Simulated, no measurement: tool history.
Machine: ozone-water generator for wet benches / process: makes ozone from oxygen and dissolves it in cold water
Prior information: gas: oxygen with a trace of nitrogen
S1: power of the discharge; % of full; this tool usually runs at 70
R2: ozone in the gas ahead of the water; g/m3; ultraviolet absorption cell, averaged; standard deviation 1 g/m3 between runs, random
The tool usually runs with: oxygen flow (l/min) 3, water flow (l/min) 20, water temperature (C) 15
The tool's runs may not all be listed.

run 1 hour=0 | S1=70 oxygen_flow_(l/min)=3 water_flow_(l/min)=20 water_temperature_(C)=15 | dissolved_ozone_(ppm)=16 R2=179
run 2 hour=25.4 | S1=70 oxygen_flow_(l/min)=3 water_flow_(l/min)=20 water_temperature_(C)=15 | dissolved_ozone_(ppm)=15.9 R2=179.3
run 3 hour=48.2 | S1=70 oxygen_flow_(l/min)=3 water_flow_(l/min)=16 water_temperature_(C)=15 | dissolved_ozone_(ppm)=19.3 R2=178.4
run 4 hour=69 | S1=70 oxygen_flow_(l/min)=3 water_flow_(l/min)=20 water_temperature_(C)=15 | dissolved_ozone_(ppm)=15.9 R2=180.2
run 5 hour=91.7 | S1=70 oxygen_flow_(l/min)=3 water_flow_(l/min)=20 water_temperature_(C)=15 | dissolved_ozone_(ppm)=16 R2=178
run 6 hour=119.3 | S1=70 oxygen_flow_(l/min)=3 water_flow_(l/min)=20 water_temperature_(C)=15 | dissolved_ozone_(ppm)=16.1 R2=179.2
run 7 hour=151 | S1=70 oxygen_flow_(l/min)=3 water_flow_(l/min)=20 water_temperature_(C)=15 | dissolved_ozone_(ppm)=15.7 R2=180.1
run 8 hour=178.7 | S1=70 oxygen_flow_(l/min)=3 water_flow_(l/min)=12 water_temperature_(C)=15 | dissolved_ozone_(ppm)=24.3 R2=179.2
run 9 hour=209.4 | S1=70 oxygen_flow_(l/min)=3 water_flow_(l/min)=12 water_temperature_(C)=15 | dissolved_ozone_(ppm)=24.2 R2=179.6
run 10 hour=237.4 | S1=77 oxygen_flow_(l/min)=3 water_flow_(l/min)=20 water_temperature_(C)=15 | dissolved_ozone_(ppm)=16.8 R2=189.4
run 11 hour=269.2 | S1=77 oxygen_flow_(l/min)=3 water_flow_(l/min)=20 water_temperature_(C)=15 | dissolved_ozone_(ppm)=16.8 R2=190.3
run 12 hour=287.8 | S1=71 oxygen_flow_(l/min)=1.74 water_flow_(l/min)=20 water_temperature_(C)=15 | dissolved_ozone_(ppm)=13.2 R2=228.4
run 13 hour=315.4 | S1=45 oxygen_flow_(l/min)=5.14 water_flow_(l/min)=20 water_temperature_(C)=11 | dissolved_ozone_(ppm)=14.7 R2=111.4
run 14 hour=342.9 | S1=70 oxygen_flow_(l/min)=3 water_flow_(l/min)=22 water_temperature_(C)=15 | dissolved_ozone_(ppm)=14.7 R2=177.7
run 15 hour=363.8 | S1=70 oxygen_flow_(l/min)=3 water_flow_(l/min)=22 water_temperature_(C)=15 | dissolved_ozone_(ppm)=14.7 R2=180.3
run 16 hour=392.1 | S1=70 oxygen_flow_(l/min)=3 water_flow_(l/min)=22 water_temperature_(C)=15 | dissolved_ozone_(ppm)=14.5 R2=181
run 17 hour=405.7 | S1=70 oxygen_flow_(l/min)=3 water_flow_(l/min)=22 water_temperature_(C)=15 | dissolved_ozone_(ppm)=14.6 R2=180
run 18 hour=431.2 | S1=70 oxygen_flow_(l/min)=3 water_flow_(l/min)=15 water_temperature_(C)=9 | dissolved_ozone_(ppm)=21.5 R2=180.6
run 19 hour=446.2 | S1=70 oxygen_flow_(l/min)=1.56 water_flow_(l/min)=29 water_temperature_(C)=9 | dissolved_ozone_(ppm)=8.6 R2=234.6
run 20 hour=464.4 | S1=70 oxygen_flow_(l/min)=1.56 water_flow_(l/min)=29 water_temperature_(C)=9 | dissolved_ozone_(ppm)=8.8 R2=235.2

Run 21, settings as shown, results not yet in. Your forecast:
run 21 hour=485.1 | S1=70 oxygen_flow_(l/min)=1.56 water_flow_(l/min)=29 water_temperature_(C)=19 | dissolved_ozone_(ppm)=? R2=?

Run 21 gave dissolved ozone (ppm) 8.2, R2 234.7 g/m3.
Without the tool's hidden state the same run would have given dissolved ozone (ppm) 8.2, R2 234.7 g/m3.

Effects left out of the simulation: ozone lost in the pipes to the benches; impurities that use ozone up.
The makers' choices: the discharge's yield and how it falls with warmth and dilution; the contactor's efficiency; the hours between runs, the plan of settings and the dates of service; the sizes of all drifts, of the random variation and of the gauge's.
